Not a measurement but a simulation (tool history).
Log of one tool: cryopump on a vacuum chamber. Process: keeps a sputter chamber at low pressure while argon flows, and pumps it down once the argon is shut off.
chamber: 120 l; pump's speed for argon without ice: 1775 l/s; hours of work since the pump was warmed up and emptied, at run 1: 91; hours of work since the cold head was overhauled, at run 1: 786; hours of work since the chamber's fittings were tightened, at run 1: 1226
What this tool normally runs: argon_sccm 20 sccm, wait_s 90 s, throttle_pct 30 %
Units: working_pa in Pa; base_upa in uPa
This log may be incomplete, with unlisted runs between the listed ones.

| run | hour | argon_sccm | wait_s | throttle_pct | hours of work since the pump was warmed up and emptied | hours of work since the cold head was overhauled | hours of work since the chamber's fittings were tightened | working_pa | base_upa |
|---|---|---|---|---|---|---|---|---|---|
| 1 | 0 | 20 | 90 | 30 | 91 | 786 | 1226 | 0.0646 | 1.1 |
| 2 | 26.4 | 20 | 90 | 30 | 107 | 802 | 1242 | 0.065 | 1.08 |
| 3 | 43.9 | 10 | 90 | 30 | 118 | 812 | 1252 | 0.0327 | 1.14 |
| 4 | 76.4 | 10 | 90 | 30 | 137 | 832 | 1272 | 0.0323 | 1.14 |
| 5 | 97.7 | 20 | 90 | 30 | 150 | 845 | 1285 | 0.064 | 1.14 |
| 6 | 126.8 | 37 | 90 | 30 | 168 | 863 | 1302 | 0.1187 | 1.18 |
| 7 | 152.4 | 11 | 90 | 30 | 183 | 878 | 1318 | 0.0352 | 1.14 |
| 8 | 172.4 | 11 | 90 | 30 | 195 | 890 | 1330 | 0.0356 | 1.15 |
| 9 | 203.3 | 11 | 90 | 30 | 214 | 909 | 1349 | 0.0361 | 1.16 |
| 10 | 220.2 | 17 | 90 | 50 | 224 | 919 | 1359 | 0.0329 | 1.16 |
| 11 | 240.5 | 17 | 90 | 50 | 237 | 931 | 1371 | 0.0331 | 1.15 |
| 12 | 271.6 | 16 | 53 | 50 | 256 | 950 | 1390 | 0.0318 | 1.49 |
| 13 | 294.6 | 20 | 43 | 30 | 269 | 964 | 1404 | 0.0646 | 1.79 |
| 14 | 308.8 | 20 | 43 | 30 | 278 | 973 | 1413 | 0.0654 | 1.77 |
| 15 | 325.8 | 20 | 43 | 30 | 288 | 983 | 1423 | 0.0654 | 1.84 |
| 16 | 345.4 | 23 | 43 | 39 | 300 | 995 | 1435 | 0.0582 | 1.81 |
| 17 | 361.2 | 17 | 180 | 19 | 310 | 1005 | 1444 | 0.0866 | 0.93 |

Consider 4 possible next runs. They are alternatives, not a sequence: every one starts from the tool as it was left by run 17. What does each give?
| A | 389.7 | 17 | 123 | 19 | 327 | 1022 | 1462 | ? | ? |
| B | 389.7 | 34 | 47 | 34 | 327 | 1022 | 1462 | ? | ? |
| C | 389.7 | 17 | 35 | 18 | 327 | 1022 | 1462 | ? | ? |
| D | 389.7 | 18 | 106 | 19 | 327 | 1022 | 1462 | ? | ? |

| run | working_pa | base_upa |
|---|---|---|
| A | 0.0871 | 1.07 |
| B | 0.0984 | 1.74 |
| C | 0.0925 | 2.04 |
| D | 0.0925 | 1.14 |
Stripped of hidden state, with their random variation kept, the same runs would have yielded:
| run | working_pa | base_upa |
|---|---|---|
| A | 0.0854 | 0.56 |
| B | 0.0951 | 1.22 |
| C | 0.0908 | 1.54 |
| D | 0.0907 | 0.63 |
